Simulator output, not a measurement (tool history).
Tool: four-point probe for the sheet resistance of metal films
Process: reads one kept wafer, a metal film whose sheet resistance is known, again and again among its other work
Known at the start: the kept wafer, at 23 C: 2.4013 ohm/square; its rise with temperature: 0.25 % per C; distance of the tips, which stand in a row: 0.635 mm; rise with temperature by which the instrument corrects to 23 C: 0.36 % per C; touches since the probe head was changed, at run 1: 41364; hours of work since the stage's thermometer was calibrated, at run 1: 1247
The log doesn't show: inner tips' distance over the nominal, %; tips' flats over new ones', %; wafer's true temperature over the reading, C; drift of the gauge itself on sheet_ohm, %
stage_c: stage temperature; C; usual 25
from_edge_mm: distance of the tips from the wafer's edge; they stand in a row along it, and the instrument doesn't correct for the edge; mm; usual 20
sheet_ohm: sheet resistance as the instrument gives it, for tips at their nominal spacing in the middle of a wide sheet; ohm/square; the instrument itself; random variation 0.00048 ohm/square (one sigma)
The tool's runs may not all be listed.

| run | hour | stage_c | from_edge_mm | touches since the probe head was changed | hours of work since the stage's thermometer was calibrated | sheet_ohm |
|---|---|---|---|---|---|---|
| 1 | 0.0 | 25 | 20 | 41364 | 1247 | 2.414136 |
| 2 | 55.5 | 25 | 20 | 42123 | 1274 | 2.413647 |
| 3 | 165.6 | 25 | 20 | 43627 | 1326 | 2.414078 |
| 4 | 259.5 | 25 | 20 | 44911 | 1371 | 2.414753 |
| 5 | 371.3 | 25 | 20 | 46439 | 1425 | 2.414750 |
| 6 | 430.8 | 25 | 20 | 47253 | 1453 | 2.414474 |
| 7 | 525.4 | 25 | 20 | 48546 | 1498 | 2.415058 |
| 8 | 622.2 | 25 | 20 | 49869 | 1544 | 2.415671 |
| 9 | 742.1 | 25 | 20 | 51507 | 1601 | 2.414981 |
| 10 | 876.6 | 23 | 20 | 53347 | 1666 | 2.420379 |
| 11 | 933.1 | 23 | 20 | 54118 | 1693 | 2.420321 |
| 12 | 1011.7 | 26 | 4 | 55193 | 1730 | 2.444253 |
| 13 | 1120.9 | 29 | 9 | 56685 | 1782 | 2.411529 |
| 14 | 1192.8 | 22 | 15 | 57667 | 1817 | 2.425218 |
| 15 | 1261.9 | 19 | 10 | 58613 | 1850 | 2.435756 |
| 16 | 1327.3 | 34 | 29 | 59507 | 1881 | 2.393786 |
| 17 | 1402.0 | 19 | 13 | 60527 | 1917 | 2.432632 |
|  | 1489.1 | stage's thermometer calibrated |
| 18 | 1526.4 | 19 | 69 | 62222 | 18 | 2.433681 |
| 19 | 1608.5 | 19 | 69 | 63343 | 57 | 2.434107 |
| 20 | 1675.1 | 23 | 6 | 64253 | 89 | 2.438081 |

Forecast each of these 3 alternatives for the next run:
| A | 1792.4 | 32 | 14 | 65858 | 145 | ? |
| B | 1792.4 | 20 | 22 | 65858 | 145 | ? |
| C | 1792.4 | 31 | 22 | 65858 | 145 | ? |

| run | sheet_ohm |
|---|---|
| A | 2.404393 |
| B | 2.432271 |
| C | 2.405370 |
Without the tool's hidden state the same runs would have given:
| run | sheet_ohm |
|---|---|
| A | 2.382007 |
| B | 2.409625 |
| C | 2.382973 |

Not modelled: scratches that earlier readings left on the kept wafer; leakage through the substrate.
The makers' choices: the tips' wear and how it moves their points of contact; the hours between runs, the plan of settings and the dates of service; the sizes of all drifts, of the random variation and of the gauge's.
